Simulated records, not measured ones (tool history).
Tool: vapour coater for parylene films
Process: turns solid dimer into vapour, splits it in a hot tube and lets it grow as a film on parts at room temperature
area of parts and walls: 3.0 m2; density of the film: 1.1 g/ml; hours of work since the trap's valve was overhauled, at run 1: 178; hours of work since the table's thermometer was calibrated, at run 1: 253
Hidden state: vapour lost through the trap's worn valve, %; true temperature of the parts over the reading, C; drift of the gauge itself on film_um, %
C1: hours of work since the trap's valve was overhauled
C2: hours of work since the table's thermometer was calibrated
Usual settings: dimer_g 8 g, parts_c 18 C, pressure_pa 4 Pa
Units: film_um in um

run 1 hour=0 | dimer_g=8 parts_c=18 pressure_pa=4 | C1=178 C2=253 | film_um=1.072
run 2 hour=13.9 | dimer_g=8 parts_c=18 pressure_pa=4 | C1=189 C2=263 | film_um=1.081
run 3 hour=26.8 | dimer_g=8 parts_c=18 pressure_pa=4 | C1=198 C2=272 | film_um=1.051
run 4 hour=41.1 | dimer_g=8 parts_c=18 pressure_pa=4 | C1=208 C2=283 | film_um=1.079
run 5 hour=47.8 | dimer_g=8 parts_c=18 pressure_pa=6.28 | C1=213 C2=288 | film_um=0.982
run 6 hour=54.4 | dimer_g=8 parts_c=18 pressure_pa=6.28 | C1=218 C2=293 | film_um=0.981
run 7 hour=65.2 | dimer_g=8 parts_c=18 pressure_pa=4 | C1=226 C2=301 | film_um=1.045
run 8 hour=78 | dimer_g=8 parts_c=18 pressure_pa=4 | C1=235 C2=310 | film_um=1.029
-- hour=85.2 trap's valve overhauled
run 9 hour=89.8 | dimer_g=8 parts_c=18 pressure_pa=4 | C1=3 C2=316 | film_um=1.158
run 10 hour=103.4 | dimer_g=8 parts_c=18 pressure_pa=4 | C1=13 C2=326 | film_um=1.161
run 11 hour=111.1 | dimer_g=8 parts_c=18 pressure_pa=4 | C1=19 C2=331 | film_um=1.152
run 12 hour=124.1 | dimer_g=8 parts_c=18 pressure_pa=4 | C1=28 C2=341 | film_um=1.166
run 13 hour=132.4 | dimer_g=8 parts_c=18 pressure_pa=4 | C1=34 C2=347 | film_um=1.156
run 14 hour=145.9 | dimer_g=8 parts_c=18 pressure_pa=2.75 | C1=44 C2=357 | film_um=1.225
run 15 hour=160.4 | dimer_g=8 parts_c=18 pressure_pa=2.75 | C1=55 C2=367 | film_um=1.207
run 16 hour=169.4 | dimer_g=8 parts_c=18 pressure_pa=2.75 | C1=62 C2=374 | film_um=1.195
run 17 hour=181.6 | dimer_g=8 parts_c=18 pressure_pa=4 | C1=70 C2=383 | film_um=1.135
run 18 hour=193.4 | dimer_g=8 parts_c=18 pressure_pa=4 | C1=79 C2=391 | film_um=1.126
run 19 hour=204.1 | dimer_g=8 parts_c=18 pressure_pa=4 | C1=87 C2=399 | film_um=1.129
run 20 hour=217.9 | dimer_g=8 parts_c=18 pressure_pa=4 | C1=97 C2=409 | film_um=1.122
run 21 hour=232.1 | dimer_g=8 parts_c=18 pressure_pa=4 | C1=107 C2=420 | film_um=1.126
run 22 hour=245.3 | dimer_g=8 parts_c=18 pressure_pa=4.02 | C1=117 C2=429 | film_um=1.111
run 23 hour=259.3 | dimer_g=8 parts_c=18 pressure_pa=4.02 | C1=127 C2=439 | film_um=1.103
run 24 hour=270.1 | dimer_g=8 parts_c=22 pressure_pa=4.02 | C1=135 C2=447 | film_um=1
run 25 hour=279 | dimer_g=8 parts_c=22 pressure_pa=4.02 | C1=142 C2=454 | film_um=1
run 26 hour=287.6 | dimer_g=8 parts_c=22 pressure_pa=4.02 | C1=148 C2=460 | film_um=0.99
run 27 hour=298.7 | dimer_g=7 parts_c=21 pressure_pa=11.19 | C1=156 C2=468 | film_um=0.745
run 28 hour=313.8 | dimer_g=10 parts_c=18 pressure_pa=11.78 | C1=167 C2=479 | film_um=1.127
run 29 hour=322.4 | dimer_g=3 parts_c=12 pressure_pa=8.22 | C1=173 C2=486 | film_um=0.413
run 30 hour=337.2 | dimer_g=4 parts_c=12 pressure_pa=2.49 | C1=184 C2=496 | film_um=0.666
run 31 hour=343.3 | dimer_g=10 parts_c=15 pressure_pa=8.69 | C1=189 C2=501 | film_um=1.248
run 32 hour=355 | dimer_g=10 parts_c=15 pressure_pa=8.69 | C1=197 C2=509 | film_um=1.231
run 33 hour=364.9 | dimer_g=9 parts_c=20 pressure_pa=8.9 | C1=204 C2=517 | film_um=0.988
run 34 hour=375.3 | dimer_g=3 parts_c=23 pressure_pa=4 | C1=212 C2=524 | film_um=0.364
run 35 hour=383.3 | dimer_g=4 parts_c=11 pressure_pa=2.82 | C1=218 C2=530 | film_um=0.642
run 36 hour=396.8 | dimer_g=8 parts_c=28 pressure_pa=2.42 | C1=228 C2=540 | film_um=0.921
run 37 hour=405.5 | dimer_g=7 parts_c=12 pressure_pa=9.17 | C1=234 C2=546 | film_um=0.898
-- hour=414.3 trap's valve overhauled
run 38 hour=416 | dimer_g=7 parts_c=12 pressure_pa=9.17 | C1=1 C2=551 | film_um=1.016
run 39 hour=426.9 | dimer_g=9 parts_c=12 pressure_pa=4.57 | C1=9 C2=559 | film_um=1.474
run 40 hour=440 | dimer_g=9 parts_c=12 pressure_pa=4.57 | C1=19 C2=569 | film_um=1.47
run 41 hour=447.2 | dimer_g=4 parts_c=21 pressure_pa=2.75 | C1=24 C2=574 | film_um=0.584
run 42 hour=458 | dimer_g=4 parts_c=21 pressure_pa=2.75 | C1=32 C2=582 | film_um=0.588
run 43 hour=469.5 | dimer_g=6 parts_c=25 pressure_pa=7.58 | C1=40 C2=590 | film_um=0.683
run 44 hour=476.7 | dimer_g=4 parts_c=17 pressure_pa=5.82 | C1=46 C2=596 | film_um=0.535
run 45 hour=484.2 | dimer_g=3 parts_c=20 pressure_pa=5.82 | C1=51 C2=601 | film_um=0.382
run 46 hour=497.1 | dimer_g=3 parts_c=11 pressure_pa=2.98 | C1=61 C2=610 | film_um=0.519
run 47 hour=503.8 | dimer_g=4 parts_c=12 pressure_pa=2.57 | C1=65 C2=615 | film_um=0.698

Forecast each of these 4 alternatives for the next run:
run A hour=517.8 | dimer_g=5 parts_c=13 pressure_pa=3.88 | C1=76 C2=626 | film_um=?
run B hour=517.8 | dimer_g=5 parts_c=18 pressure_pa=10.69 | C1=76 C2=626 | film_um=?
run C hour=517.8 | dimer_g=7 parts_c=10 pressure_pa=3.45 | C1=76 C2=626 | film_um=?
run D hour=517.8 | dimer_g=13 parts_c=18 pressure_pa=2.13 | C1=76 C2=626 | film_um=?

run=A film_um=0.789
run=B film_um=0.607
run=C film_um=1.221
run=D film_um=2.094
Without the tool's hidden state the same runs would have given:
run=A film_um=0.806
run=B film_um=0.621
run=C film_um=1.248
run=D film_um=2.14
